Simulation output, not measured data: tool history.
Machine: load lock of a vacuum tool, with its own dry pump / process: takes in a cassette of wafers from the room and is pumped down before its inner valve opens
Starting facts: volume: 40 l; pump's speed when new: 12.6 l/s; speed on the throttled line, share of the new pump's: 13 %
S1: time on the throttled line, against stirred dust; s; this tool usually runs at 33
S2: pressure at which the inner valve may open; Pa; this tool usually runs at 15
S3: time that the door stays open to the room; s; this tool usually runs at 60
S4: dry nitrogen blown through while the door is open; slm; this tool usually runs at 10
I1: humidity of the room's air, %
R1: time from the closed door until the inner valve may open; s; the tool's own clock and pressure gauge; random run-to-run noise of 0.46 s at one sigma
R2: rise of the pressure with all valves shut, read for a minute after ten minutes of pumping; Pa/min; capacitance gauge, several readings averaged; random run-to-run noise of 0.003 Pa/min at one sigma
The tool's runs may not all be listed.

Run 1, day 0: usual settings; I1 45.3. Result: R1 56.3 s, R2 0.085 Pa/min.
Run 2, day 13.079: usual settings; I1 46.3. Result: R1 56.5 s, R2 0.087 Pa/min.
Run 3, day 34.404: usual settings; I1 46.3. Result: R1 58.2 s, R2 0.092 Pa/min.
Run 4, day 54.054: usual settings; I1 46.6. Result: R1 57.1 s, R2 0.106 Pa/min.
Run 5, day 65.3: usual settings; I1 44.8. Result: R1 57.4 s, R2 0.105 Pa/min.
Run 6, day 78.733: usual settings; I1 44.1. Result: R1 57.9 s, R2 0.11 Pa/min.
Run 7, day 99.283: usual settings; I1 47. Result: R1 57.5 s, R2 0.124 Pa/min.
Run 8, day 109.821: usual settings; I1 42.7. Result: R1 58.2 s, R2 0.119 Pa/min.
Run 9, day 127.442: usual settings; I1 47.7. Result: R1 57.6 s, R2 0.148 Pa/min.
Run 10, day 151.279: usual settings; I1 46.1. Result: R1 57.4 s, R2 0.155 Pa/min.
Run 11, day 166.121: usual settings but S4 12 slm; I1 49. Result: R1 58.3 s, R2 0.166 Pa/min.
Run 12, day 188.946: usual settings but S4 12 slm; I1 42.6. Result: R1 59.2 s, R2 0.165 Pa/min.
Run 13, day 211.775: usual settings but S4 6 slm; I1 41.8. Result: R1 59.1 s, R2 0.204 Pa/min.
Run 14, day 223.867: usual settings but S4 6 slm; I1 43.8. Result: R1 58.9 s, R2 0.208 Pa/min.
Run 15, day 239.246: usual settings but S4 6 slm; I1 44.9. Result: R1 60 s, R2 0.215 Pa/min.
Run 16, day 255.067: usual settings but S1 25 s, S2 14 Pa, S3 51 s, S4 6 slm; I1 48.7. Result: R1 53.2 s, R2 0.227 Pa/min.
Run 17, day 266.75: usual settings but S1 25 s, S2 14 Pa, S3 51 s, S4 6 slm; I1 42.9. Result: R1 53.1 s, R2 0.23 Pa/min.
Run 18, day 279.046: usual settings but S1 43 s, S2 10 Pa, S4 14 slm; I1 42.5. Result: R1 69.5 s, R2 0.222 Pa/min.
Run 19, day 303.842: usual settings but S1 54 s, S2 13 Pa, S3 39 s; I1 45.3. Result: R1 79.1 s, R2 0.256 Pa/min.
Run 20, day 326.45: usual settings but S1 31 s, S2 23 Pa, S4 11 slm; I1 45.2. Result: R1 57.5 s, R2 0.278 Pa/min.
At day 336.938: door's seal changed, seat wiped.
Run 21, day 347.529: usual settings but S1 60 s, S2 20 Pa; I1 40.6. Result: R1 82.1 s, R2 0.034 Pa/min.
Run 22, day 369.758: usual settings but S1 60 s, S2 20 Pa; I1 46.2. Result: R1 81.3 s, R2 0.042 Pa/min.
Run 23, day 380.275: usual settings but S1 60 s, S2 20 Pa; I1 42.9. Result: R1 81.9 s, R2 0.049 Pa/min.

Table of differences, measured result less the result of that run with no hidden state. Run-to-run variation is the same in both. Gauge scatter possibly is not:
What the log doesn't record here: pump's speed, % of a new pump's; leak at the door's seal, Pa l/s; drift of the gauge itself on ready_s, %; drift of the gauge itself on rise_pa_min, %.
run    R1      R2
  1  +0.2  +0.045
  2  +0.3  +0.048
  3  +0.4  +0.056
  4  +0.6  +0.066
  5  +0.7  +0.069
  6  +0.8  +0.075
  7  +0.9  +0.085
  8    +1  +0.091
  9  +1.1  +0.101
 10  +1.4  +0.118
 11  +1.5  +0.126
 12  +1.7  +0.138
 13  +1.9  +0.156
 14  +1.9   +0.16
 15  +2.1   +0.17
 16  +2.4  +0.182
 17  +2.5  +0.187
 18  +2.4  +0.198
 19  +2.5  +0.222
 20  +2.8  +0.242
 21  +2.5  +0.002
 22  +2.7  +0.006
 23  +2.7  +0.008
